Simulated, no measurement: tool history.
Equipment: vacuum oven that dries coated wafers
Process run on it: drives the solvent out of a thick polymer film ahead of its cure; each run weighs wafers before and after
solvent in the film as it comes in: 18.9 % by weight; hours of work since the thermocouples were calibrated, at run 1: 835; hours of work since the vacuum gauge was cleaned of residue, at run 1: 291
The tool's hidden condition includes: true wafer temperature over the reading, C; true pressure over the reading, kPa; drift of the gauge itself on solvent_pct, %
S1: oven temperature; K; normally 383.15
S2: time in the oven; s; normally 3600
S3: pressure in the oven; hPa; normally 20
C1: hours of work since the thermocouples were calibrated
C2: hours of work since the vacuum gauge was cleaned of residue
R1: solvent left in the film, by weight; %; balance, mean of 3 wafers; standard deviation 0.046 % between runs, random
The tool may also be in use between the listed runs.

Run 1, day 0: usual settings; C1 835; C2 291. Result: R1 2.42 %.
Run 2, day 1.367: usual settings but S1 378.15 K; C1 852; C2 309. Result: R1 3.23 %.
Run 3, day 4.196: usual settings but S1 378.15 K; C1 889; C2 345. Result: R1 3.34 %.
Run 4, day 6.492: usual settings but S1 378.15 K; C1 918; C2 374. Result: R1 3.26 %.
Run 5, day 7.758: usual settings but S1 378.15 K, S3 14.9 hPa; C1 934; C2 390. Result: R1 2.88 %.
Run 6, day 10.304: usual settings but S1 394.15 K; C1 967; C2 423. Result: R1 1.28 %.
Run 7, day 13.092: usual settings but S1 394.15 K; C1 1002; C2 458. Result: R1 1.22 %.
Run 8, day 15.592: usual settings; C1 1034; C2 490. Result: R1 2.39 %.
Run 9, day 16.996: usual settings but S3 37.6 hPa; C1 1052; C2 508. Result: R1 3.7 %.
Run 10, day 18.883: usual settings but S3 37.6 hPa; C1 1076; C2 532. Result: R1 3.76 %.
Run 11, day 21.671: usual settings but S2 3360 s; C1 1112; C2 568. Result: R1 2.49 %.
Run 12, day 23.221: usual settings but S2 3360 s; C1 1132; C2 588. Result: R1 2.51 %.
Run 13, day 24.396: usual settings but S2 3360 s; C1 1147; C2 603. Result: R1 2.54 %.
Run 14, day 26.496: usual settings; C1 1174; C2 630. Result: R1 2.41 %.
Run 15, day 29.204: usual settings but S1 386.15 K; C1 1208; C2 664. Result: R1 1.99 %.
Run 16, day 31.121: usual settings but S2 2040 s; C1 1233; C2 689. Result: R1 4.35 %.
Run 17, day 32.288: usual settings but S2 2040 s; C1 1248; C2 704. Result: R1 4.39 %.
Run 18, day 34.538: usual settings but S2 2040 s; C1 1276; C2 732. Result: R1 4.32 %.
Run 19, day 36.321: usual settings but S2 2040 s; C1 1299; C2 755. Result: R1 4.34 %.
Run 20, day 38.812: usual settings but S2 3360 s; C1 1331; C2 787. Result: R1 2.55 %.
Run 21, day 40.488: usual settings but S2 3360 s; C1 1352; C2 808. Result: R1 2.58 %.
Run 22, day 41.758: usual settings but S2 3360 s; C1 1369; C2 825. Result: R1 2.66 %.
Run 23, day 43.462: usual settings but S2 3360 s; C1 1390; C2 846. Result: R1 2.49 %.
Run 24, day 45.375: usual settings but S2 3360 s; C1 1415; C2 871. Result: R1 2.6 %.
Run 25, day 47.971: usual settings but S1 392.15 K, S2 4020 s, S3 31.3 hPa; C1 1448; C2 904. Result: R1 2 %.
Run 26, day 49.742: usual settings but S1 392.15 K, S2 4020 s, S3 31.3 hPa; C1 1471; C2 927. Result: R1 1.96 %.
Run 27, day 51.8: usual settings but S1 373.15 K, S2 4020 s, S3 46.9 hPa; C1 1497; C2 953. Result: R1 6.82 %.
At day 52.471: oven's thermocouples calibrated.
Run 28, day 53.733: usual settings but S2 1920 s; C1 16; C2 977. Result: R1 4.67 %.
Run 29, day 55.538: usual settings but S2 1920 s; C1 39; C2 1000. Result: R1 4.47 %.
Run 30, day 56.871: usual settings but S1 395.15 K, S2 2760 s, S3 18.5 hPa; C1 56; C2 1017. Result: R1 1.28 %.
Run 31, day 59.679: usual settings but S1 395.15 K, S2 2760 s, S3 18.5 hPa; C1 92; C2 1053. Result: R1 1.31 %.
Run 32, day 61.217: usual settings but S1 394.15 K, S2 4560 s, S3 14.3 hPa; C1 112; C2 1072. Result: R1 0.78 %.
Run 33, day 63.704: usual settings but S1 393.15 K, S2 4560 s, S3 55.5 hPa; C1 144; C2 1104. Result: R1 3.18 %.
Run 34, day 66.412: usual settings but S1 393.15 K, S2 4560 s, S3 55.5 hPa; C1 178; C2 1139. Result: R1 3.17 %.
Run 35, day 68.742: usual settings but S1 393.15 K, S2 4560 s, S3 55.5 hPa; C1 208; C2 1168. Result: R1 3.21 %.
Run 36, day 70.633: usual settings but S2 2280 s, S3 18.7 hPa; C1 232; C2 1193. Result: R1 3.8 %.
Run 37, day 71.867: usual settings but S1 387.15 K, S2 3120 s; C1 248; C2 1208. Result: R1 2.05 %.
Run 38, day 74.621: usual settings but S1 387.15 K, S2 3900 s, S3 69.9 hPa; C1 283; C2 1244. Result: R1 5.15 %.
Run 39, day 76.95: usual settings but S1 396.15 K, S2 3900 s, S3 69.9 hPa; C1 313; C2 1273. Result: R1 3.71 %.
Run 40, day 79.779: usual settings but S1 384.15 K, S2 2280 s, S3 11.4 hPa; C1 349; C2 1309. Result: R1 3.02 %.
Run 41, day 80.983: usual settings but S1 378.15 K, S2 4380 s; C1 364; C2 1325. Result: R1 2.77 %.
Run 42, day 82.925: usual settings but S1 384.15 K, S2 4380 s; C1 389; C2 1350. Result: R1 1.92 %.
Run 43, day 85.138: usual settings but S1 381.15 K, S2 2820 s, S3 10.9 hPa; C1 417; C2 1378. Result: R1 2.84 %.
Run 44, day 87.692: usual settings but S1 381.15 K, S2 2820 s, S3 10.9 hPa; C1 450; C2 1411. Result: R1 2.77 %.
Run 45, day 89.212: usual settings but S1 381.15 K, S2 2100 s, S3 32.6 hPa; C1 469; C2 1430. Result: R1 5.78 %.
Run 46, day 90.971: usual settings but S1 372.15 K, S2 2700 s, S3 26 hPa; C1 492; C2 1452. Result: R1 6.72 %.

Below are 5 alternative next runs, each starting from the tool's condition after run 46. Predict each:
Run A, day 92.442: usual settings but S1 382.15 K, S2 5640 s; C1 511; C2 1471. Result: R1 ?.
Run B, day 92.442: usual settings but S1 386.15 K, S2 2700 s, S3 26 hPa; C1 511; C2 1471. Result: R1 ?.
Run C, day 92.442: usual settings but S1 372.15 K, S2 5880 s, S3 26 hPa; C1 511; C2 1471. Result: R1 ?.
Run D, day 92.442: usual settings but S1 388.15 K, S2 3420 s, S3 48.1 hPa; C1 511; C2 1471. Result: R1 ?.
Run E, day 92.442: usual settings but S1 386.15 K, S2 2820 s, S3 54.1 hPa; C1 511; C2 1471. Result: R1 ?.

run    R1
  A  1.85
  B  3.08
  C  3.77
  D  3.63
  E   4.9
With no hidden state in the tool, these same runs would have given:
run    R1
  A  1.82
  B  3.05
  C  3.73
  D  3.61
  E  4.87
